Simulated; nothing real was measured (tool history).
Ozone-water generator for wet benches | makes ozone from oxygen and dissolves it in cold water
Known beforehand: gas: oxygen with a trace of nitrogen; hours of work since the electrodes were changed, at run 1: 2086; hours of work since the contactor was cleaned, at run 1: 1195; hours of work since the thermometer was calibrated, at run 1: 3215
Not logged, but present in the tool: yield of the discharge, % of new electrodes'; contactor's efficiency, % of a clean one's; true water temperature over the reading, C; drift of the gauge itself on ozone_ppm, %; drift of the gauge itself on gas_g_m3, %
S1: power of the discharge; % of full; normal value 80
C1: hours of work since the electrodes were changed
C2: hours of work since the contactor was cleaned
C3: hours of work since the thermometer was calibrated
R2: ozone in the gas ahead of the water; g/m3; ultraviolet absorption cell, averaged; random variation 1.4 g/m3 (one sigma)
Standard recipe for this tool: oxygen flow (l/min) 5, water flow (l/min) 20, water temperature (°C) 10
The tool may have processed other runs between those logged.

Run 1, hour 0: usual settings; C1 2086; C2 1195; C3 3215. Result: dissolved ozone (ppm) 28.5, R2 246.9 g/m3.
Run 2, hour 94: usual settings; C1 2171; C2 1280; C3 3299. Result: dissolved ozone (ppm) 27.9, R2 247.9 g/m3.
Run 3, hour 160.8: usual settings; C1 2231; C2 1340; C3 3360. Result: dissolved ozone (ppm) 27.8, R2 247 g/m3.
Run 4, hour 227.1: usual settings; C1 2291; C2 1400; C3 3420. Result: dissolved ozone (ppm) 28, R2 248.1 g/m3.
At hour 266.2: water thermometer calibrated.
Run 5, hour 288.5: usual settings; C1 2346; C2 1455; C3 20. Result: dissolved ozone (ppm) 27.8, R2 249.1 g/m3.
Run 6, hour 369.8: usual settings; C1 2420; C2 1528; C3 94. Result: dissolved ozone (ppm) 27.9, R2 244.8 g/m3.
Run 7, hour 432.6: usual settings; C1 2476; C2 1585; C3 150. Result: dissolved ozone (ppm) 28.1, R2 247.2 g/m3.
Run 8, hour 525.7: usual settings; C1 2560; C2 1669; C3 234. Result: dissolved ozone (ppm) 27.8, R2 246.6 g/m3.
Run 9, hour 591.6: usual settings; C1 2620; C2 1728; C3 294. Result: dissolved ozone (ppm) 28.1, R2 247 g/m3.
At hour 636.9: water thermometer calibrated, once more.
Run 10, hour 668.3: usual settings but S1 75 % of full; C1 2689; C2 1797; C3 28. Result: dissolved ozone (ppm) 26.5, R2 233.7 g/m3.
Run 11, hour 735.1: usual settings but water temperature (°C) 9; C1 2749; C2 1858; C3 89. Result: dissolved ozone (ppm) 28.1, R2 245.7 g/m3.
Run 12, hour 790.2: usual settings but water temperature (°C) 9; C1 2799; C2 1907; C3 138. Result: dissolved ozone (ppm) 27.7, R2 244.5 g/m3.
Run 13, hour 893.2: usual settings but S1 88 % of full, oxygen flow (l/min) 6.89, water flow (l/min) 15; C1 2892; C2 2000; C3 231. Result: dissolved ozone (ppm) 38.3, R2 228.3 g/m3.
Run 14, hour 1001.4: usual settings but S1 73 % of full, oxygen flow (l/min) 5.36, water flow (l/min) 19; C1 2989; C2 2098; C3 329. Result: dissolved ozone (ppm) 27.2, R2 220.3 g/m3.
Run 15, hour 1098.2: usual settings but S1 94 % of full, oxygen flow (l/min) 5.36, water flow (l/min) 17; C1 3077; C2 2185; C3 416. Result: dissolved ozone (ppm) 36.4, R2 272.8 g/m3.
Run 16, hour 1174.4: usual settings but S1 94 % of full, oxygen flow (l/min) 5.36, water flow (l/min) 17; C1 3145; C2 2254; C3 485. Result: dissolved ozone (ppm) 36.2, R2 268.3 g/m3.
Run 17, hour 1243.4: usual settings but oxygen flow (l/min) 5.38, water flow (l/min) 23; C1 3208; C2 2316; C3 547. Result: dissolved ozone (ppm) 24.9, R2 239.1 g/m3.
Run 18, hour 1355.9: usual settings but S1 97 % of full, oxygen flow (l/min) 2.82; C1 3309; C2 2418; C3 649. Result: dissolved ozone (ppm) 28.2, R2 370.6 g/m3.
Run 19, hour 1462.8: usual settings but S1 97 % of full, oxygen flow (l/min) 2.82; C1 3406; C2 2514; C3 745. Result: dissolved ozone (ppm) 28.3, R2 375.1 g/m3.
Run 20, hour 1515.4: usual settings but S1 97 % of full, oxygen flow (l/min) 8.89, water temperature (°C) 8; C1 3453; C2 2562; C3 793. Result: dissolved ozone (ppm) 35.3, R2 219.3 g/m3.
Run 21, hour 1601.2: usual settings but S1 97 % of full, oxygen flow (l/min) 8.89, water flow (l/min) 14; C1 3531; C2 2639; C3 870. Result: dissolved ozone (ppm) 42.6, R2 219.3 g/m3.

Consider 4 possible next runs. They are alternatives, not a sequence: every one starts from the tool as it was left by run 21. What does each give?
Run A, hour 1688.4: usual settings but S1 97 % of full, oxygen flow (l/min) 5.48, water flow (l/min) 24, water temperature (°C) 7; C1 3609; C2 2718; C3 949. Result: dissolved ozone (ppm) ?, R2 ?.
Run B, hour 1688.4: usual settings but S1 58 % of full, water temperature (°C) 9; C1 3609; C2 2718; C3 949. Result: dissolved ozone (ppm) ?, R2 ?.
Run C, hour 1688.4: usual settings but S1 48 % of full, oxygen flow (l/min) 7.74, water flow (l/min) 22; C1 3609; C2 2718; C3 949. Result: dissolved ozone (ppm) ?, R2 ?.
Run D, hour 1688.4: usual settings but S1 97 % of full, water flow (l/min) 21; C1 3609; C2 2718; C3 949. Result: dissolved ozone (ppm) ?, R2 ?.

run  dissolved ozone (ppm)     R2
  A                   29.1  274.2
  B                   20.7  185.8
  C                   17.2  129.4
  D                   30.6  286.6
The same runs, with their run-to-run variation unchanged, on a tool lacking any hidden condition would have given:
run  dissolved ozone (ppm)     R2
  A                   32.3  293.7
  B                   22.4  194.4
  C                   18.5  134.2
  D                   33.9    307
